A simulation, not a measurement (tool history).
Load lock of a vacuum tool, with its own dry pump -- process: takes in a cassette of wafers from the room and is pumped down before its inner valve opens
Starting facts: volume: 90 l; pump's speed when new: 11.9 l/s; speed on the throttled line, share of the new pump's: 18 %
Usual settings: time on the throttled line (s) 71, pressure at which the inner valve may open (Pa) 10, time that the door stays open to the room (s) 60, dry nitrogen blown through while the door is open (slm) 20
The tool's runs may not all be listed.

run     hour  time on the throttled line (s)  pressure at which the inner valve may open (Pa)  time that the door stays open to the room (s)  dry nitrogen blown through while the door is open (slm)  incoming humidity of the room's air, %  time from the closed door until the inner valve may open (s)  rise of the pressure with all valves shut (Pa/min)
  1      0.0                              71                                               10                                             60                                                       20                                    44.5                                                         130.5                                               0.012
  2    390.1                              71                                               10                                             60                                                       20                                    42.3                                                         130.2                                               0.020
  3    802.9                              71                                               10                                             60                                                       20                                    42.6                                                         131.6                                               0.027
  4   1074.9                              71                                               10                                             60                                                       20                                    43.4                                                         131.1                                               0.043
  5   1511.4                              71                                               10                                             60                                                       20                                    46.1                                                         131.8                                               0.058
  6   1978.7                              71                                               10                                             60                                                       20                                    43.7                                                         132.1                                               0.083
  7   2475.6                              71                                               10                                             60                                                       20                                    43.9                                                         132.6                                               0.102
  8   2854.2                              71                                               10                                             60                                                       20                                    48.8                                                         131.7                                               0.134
  9   3279.9                              71                                               10                                             60                                                       20                                    43.4                                                         133.6                                               0.156
 10   3810.1                              99                                               10                                             60                                                       20                                    41.7                                                         156.7                                               0.185
 11   4328.0                             139                                               10                                             60                                                       20                                    48.0                                                         187.0                                               0.213
 12   4662.4                             114                                               10                                             60                                                       20                                    43.1                                                         170.4                                               0.246
 13   4881.8                             114                                               10                                             60                                                       20                                    45.3                                                         169.7                                               0.263
 14   5371.1                             114                                               10                                             60                                                       20                                    45.8                                                         170.6                                               0.306
 15   5597.5                              71                                               10                                             60                                                       13                                    44.6                                                         135.5                                               0.319
 16   6016.2                              71                                               10                                             60                                                       13                                    45.3                                                         134.7                                               0.381
 17   6369.1                              71                                               10                                             60                                                       13                                    46.9                                                         136.3                                               0.404
 18   6626.7                              71                                               10                                             60                                                       13                                    43.8                                                         137.7                                               0.420
 19   6890.9                              63                                               10                                             60                                                       20                                    45.5                                                         129.6                                               0.449
 20   7194.9                              63                                               10                                             60                                                       20                                    45.5                                                         131.4                                               0.479
 21   7443.0                              71                                               20                                            214                                                       20                                    41.5                                                         130.0                                               0.527
 22   7980.7                             118                                                8                                             60                                                        5                                    46.3                                                         176.8                                               0.581
      8218.4  -- door's seal changed, seat wiped
 23   8472.6                             118                                                8                                             60                                                        5                                    44.6                                                         176.6                                               0.031
 24   8922.8                              47                                                9                                             60                                                       20                                    42.4                                                         120.3                                               0.035
 25   9195.2                              58                                               14                                             64                                                       32                                    40.3                                                         124.2                                               0.035
 26   9618.9                              54                                               14                                             64                                                        6                                    45.3                                                         121.6                                               0.073
 27  10093.4                              54                                               14                                             64                                                        6                                    46.3                                                         122.9                                               0.083
 28  10558.1                             107                                               14                                            177                                                        6                                    45.8                                                         165.4                                               0.122
 29  11076.5                             107                                               14                                            177                                                       13                                    45.1                                                         165.2                                               0.139
 30  11321.2                              87                                               14                                            172                                                       23                                    44.1                                                         150.6                                               0.150

Here are 5 independent what-if runs from the current tool condition. What would each one return?
     11442.4  -- dry pump taken out, an overhauled one fitted
  A  11710.7                              71                                               12                                             60                                                       20                                    45.0                                                             ?                                                   ?
     11442.4  -- dry pump taken out, an overhauled one fitted
  B  11710.7                              87                                               19                                            172                                                       23                                    42.8                                                             ?                                                   ?
     11442.4  -- dry pump taken out, an overhauled one fitted
  C  11710.7                             118                                               14                                            220                                                        8                                    42.5                                                             ?                                                   ?
     11442.4  -- dry pump taken out, an overhauled one fitted
  D  11710.7                              87                                               14                                            166                                                       23                                    46.5                                                             ?                                                   ?
     11442.4  -- dry pump taken out, an overhauled one fitted
  E  11710.7                              71                                               10                                            195                                                        5                                    43.3                                                             ?                                                   ?

run  time from the closed door until the inner valve may open (s)  rise of the pressure with all valves shut (Pa/min)
  A                                                         126.3                                               0.168
  B                                                         135.1                                               0.182
  C                                                         164.2                                               0.189
  D                                                         137.8                                               0.176
  E                                                         127.5                                               0.201
With no hidden state in the tool, these same runs would have given:
run  time from the closed door until the inner valve may open (s)  rise of the pressure with all valves shut (Pa/min)
  A                                                         127.2                                               0.010
  B                                                         135.9                                               0.020
  C                                                         165.0                                               0.026
  D                                                         138.7                                               0.016
  E                                                         128.5                                               0.040
